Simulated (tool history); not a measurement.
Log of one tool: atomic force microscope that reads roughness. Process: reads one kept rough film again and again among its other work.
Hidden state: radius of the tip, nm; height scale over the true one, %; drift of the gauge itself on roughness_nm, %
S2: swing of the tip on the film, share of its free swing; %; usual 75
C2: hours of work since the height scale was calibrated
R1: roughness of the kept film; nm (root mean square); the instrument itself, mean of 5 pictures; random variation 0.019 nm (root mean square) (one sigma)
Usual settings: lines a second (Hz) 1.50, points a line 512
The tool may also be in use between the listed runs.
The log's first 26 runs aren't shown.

-- hour=268.5 new tip fitted
run 27 hour=274.8 | lines_a_second_(Hz)=0.52 S2=88 points_a_line=461 | pictures_with_this_tip=10 C2=51 | R1=4.892
run 28 hour=289.5 | lines_a_second_(Hz)=3.67 S2=74 points_a_line=332 | pictures_with_this_tip=34 C2=59 | R1=4.168
run 29 hour=297.7 | lines_a_second_(Hz)=2.28 S2=59 points_a_line=367 | pictures_with_this_tip=48 C2=63 | R1=4.835
run 30 hour=306.0 | lines_a_second_(Hz)=2.28 S2=59 points_a_line=367 | pictures_with_this_tip=61 C2=67 | R1=4.833
run 31 hour=321.1 | lines_a_second_(Hz)=0.81 S2=62 points_a_line=367 | pictures_with_this_tip=86 C2=75 | R1=4.961
run 32 hour=330.0 | lines_a_second_(Hz)=0.81 S2=62 points_a_line=367 | pictures_with_this_tip=101 C2=80 | R1=4.898
run 33 hour=337.3 | lines_a_second_(Hz)=0.81 S2=62 points_a_line=367 | pictures_with_this_tip=113 C2=84 | R1=4.940
run 34 hour=348.9 | lines_a_second_(Hz)=0.86 S2=57 points_a_line=486 | pictures_with_this_tip=132 C2=90 | R1=4.939

3 ways to go on from here, each from the tool as it stands after run 34. What would each give?
run A hour=361.7 | lines_a_second_(Hz)=2.61 S2=73 points_a_line=773 | pictures_with_this_tip=153 C2=96 | R1=?
run B hour=361.7 | lines_a_second_(Hz)=2.23 S2=88 points_a_line=271 | pictures_with_this_tip=153 C2=96 | R1=?
run C hour=361.7 | lines_a_second_(Hz)=0.86 S2=88 points_a_line=486 | pictures_with_this_tip=153 C2=96 | R1=?

run=A R1=4.333
run=B R1=3.888
run=C R1=4.486
Without the tool's hidden state the same runs would have given:
run=A R1=4.517
run=B R1=4.054
run=C R1=4.677
